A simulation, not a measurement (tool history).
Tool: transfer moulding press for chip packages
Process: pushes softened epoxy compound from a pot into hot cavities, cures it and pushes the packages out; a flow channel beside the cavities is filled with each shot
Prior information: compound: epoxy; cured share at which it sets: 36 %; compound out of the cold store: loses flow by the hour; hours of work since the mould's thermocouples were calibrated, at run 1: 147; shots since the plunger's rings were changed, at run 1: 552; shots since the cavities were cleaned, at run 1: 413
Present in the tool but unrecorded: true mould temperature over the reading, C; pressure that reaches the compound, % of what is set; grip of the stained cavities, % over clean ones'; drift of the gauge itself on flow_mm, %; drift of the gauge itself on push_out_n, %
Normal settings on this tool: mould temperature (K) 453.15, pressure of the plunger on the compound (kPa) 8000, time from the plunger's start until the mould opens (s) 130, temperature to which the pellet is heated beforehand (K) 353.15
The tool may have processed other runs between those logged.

run,hour,mould temperature (K),pressure of the plunger on the compound (kPa),time from the plunger's start until the mould opens (s),temperature to which the pellet is heated beforehand (K),hours of work since the mould's thermocouples were calibrated,shots since the plunger's rings were changed,shots since the cavities were cleaned,incoming compound's hours out of the cold store,length that the compound runs in the flow channel (mm),greatest force on the pins that push the packages out (N)
1,0,453.15,8000,130,353.15,147,552,413,8,1027,419
2,8.3,453.15,8000,130,353.15,153,636,497,32.4,872,445
3,14.1,453.15,8000,130,353.15,157,694,555,22.9,924,457
4,23.6,453.15,8000,130,353.15,163,788,649,15.7,970,464
5,28,453.15,9860,130,353.15,166,832,693,47.3,877,450
6,32.8,453.15,9860,130,353.15,169,880,741,35.3,947,449
7,38.8,453.15,8000,130,353.15,173,939,800,21.2,934,466
8,46.1,449.15,8000,130,353.15,178,1012,873,24.1,937,556
9,53.9,449.15,8000,130,353.15,183,1091,952,47.2,806,540
# hour 55.8: cavities cleaned with cleaning compound and waxed
10,64.5,449.15,8000,130,353.15,189,1181,86,42.1,828,307
11,69.3,449.15,8000,130,353.15,192,1230,135,29.7,904,355
12,74.4,453.15,8000,130,353.15,196,1280,185,28,891,339
13,84.9,453.15,8000,130,353.15,203,1385,290,37.7,834,374
14,93.5,453.15,8000,130,353.15,209,1471,376,15.3,966,438
15,98.9,453.15,8000,130,353.15,212,1525,430,21.3,929,417
# hour 101.7: mould's thermocouples calibrated
16,110.2,453.15,8000,159,347.15,6,1618,523,10.1,1001,410
17,118.1,453.15,7240,113,347.15,11,1696,601,45.8,749,489
18,128.8,453.15,9300,120,353.15,18,1803,708,38.5,892,495
19,136.8,453.15,9300,120,359.15,23,1884,789,21.7,991,503
20,141.7,453.15,9300,120,359.15,27,1932,837,24.7,973,506
21,148.8,453.15,9300,120,359.15,32,2003,908,12,1058,497
# hour 152.4: mould's thermocouples calibrated, once more
# hour 157: cavities cleaned with cleaning compound and waxed
22,157,453.15,9300,120,359.15,2,2050,0,13.1,1052,241
23,164,453.15,8000,163,346.15,7,2120,70,31.4,862,255
24,172.5,453.15,8000,163,346.15,12,2205,155,12.4,979,301
25,182,451.15,8000,130,355.15,19,2300,250,41.3,817,391
26,189.2,451.15,8000,130,355.15,24,2371,321,28,892,412
27,194.3,451.15,8260,130,347.15,27,2422,372,38.8,839,429
28,205,452.15,8260,130,347.15,34,2529,479,14.5,982,463

Below are 3 alternative next runs, each starting from the tool's condition after run 28. Predict each:
A,212.4,453.15,7550,130,353.15,39,2603,553,15.7,?,?
B,212.4,452.15,9300,151,355.15,39,2603,553,42.3,?,?
C,212.4,453.15,8000,130,358.15,39,2603,553,21.8,?,?

run,length that the compound runs in the flow channel (mm),greatest force on the pins that push the packages out (N)
A,927,458
B,867,419
C,914,459
With no hidden state in the tool, these same runs would have given:
run,length that the compound runs in the flow channel (mm),greatest force on the pins that push the packages out (N)
A,953,221
B,891,199
C,940,216
